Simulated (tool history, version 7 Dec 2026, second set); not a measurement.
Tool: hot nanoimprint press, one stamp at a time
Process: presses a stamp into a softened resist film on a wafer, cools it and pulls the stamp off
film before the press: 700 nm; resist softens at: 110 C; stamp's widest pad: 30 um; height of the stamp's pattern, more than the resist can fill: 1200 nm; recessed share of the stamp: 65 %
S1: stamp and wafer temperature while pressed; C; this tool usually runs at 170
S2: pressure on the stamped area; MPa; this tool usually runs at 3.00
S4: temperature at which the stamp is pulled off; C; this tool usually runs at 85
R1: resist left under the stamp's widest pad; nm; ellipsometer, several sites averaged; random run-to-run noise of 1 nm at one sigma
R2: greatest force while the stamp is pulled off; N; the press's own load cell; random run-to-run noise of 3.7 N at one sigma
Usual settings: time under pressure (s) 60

run 1 hour=0.0 | S1=170 S2=3.00 time_under_pressure_(s)=60 S4=85 | R1=388.1 R2=244
run 2 hour=27.6 | S1=170 S2=3.02 time_under_pressure_(s)=60 S4=85 | R1=385.3 R2=257
run 3 hour=42.2 | S1=170 S2=3.02 time_under_pressure_(s)=60 S4=85 | R1=384.7 R2=251
run 4 hour=60.1 | S1=170 S2=3.02 time_under_pressure_(s)=60 S4=85 | R1=387.3 R2=254
run 5 hour=93.8 | S1=170 S2=3.02 time_under_pressure_(s)=60 S4=85 | R1=387.1 R2=274
run 6 hour=108.3 | S1=170 S2=3.02 time_under_pressure_(s)=60 S4=85 | R1=384.4 R2=277
run 7 hour=137.7 | S1=164 S2=3.00 time_under_pressure_(s)=60 S4=85 | R1=490.7 R2=281
run 8 hour=155.4 | S1=164 S2=3.00 time_under_pressure_(s)=60 S4=79 | R1=491.1 R2=308
run 9 hour=177.5 | S1=164 S2=3.00 time_under_pressure_(s)=60 S4=79 | R1=490.2 R2=316
run 10 hour=209.1 | S1=173 S2=3.37 time_under_pressure_(s)=60 S4=79 | R1=317.6 R2=328
-- hour=224.7 stamp cleaned and given a new release coat
run 11 hour=244.8 | S1=175 S2=2.71 time_under_pressure_(s)=60 S4=77 | R1=323.7 R2=190
run 12 hour=275.8 | S1=173 S2=2.71 time_under_pressure_(s)=60 S4=77 | R1=351.5 R2=196

3 ways to go on from here, each from the tool as it stands after run 12. What would each give?
run A hour=292.0 | S1=181 S2=3.92 time_under_pressure_(s)=60 S4=73 | R1=? R2=?
run B hour=292.0 | S1=176 S2=3.41 time_under_pressure_(s)=30 S4=85 | R1=? R2=?
run C hour=292.0 | S1=173 S2=2.94 time_under_pressure_(s)=60 S4=82 | R1=? R2=?

run=A R1=202.4 R2=212
run=B R1=350.6 R2=196
run=C R1=338.3 R2=196
The same runs, with their run-to-run variation unchanged, on a tool lacking any hidden condition would have given:
run=A R1=209.6 R2=194
run=B R1=362.7 R2=180
run=C R1=351.4 R2=180
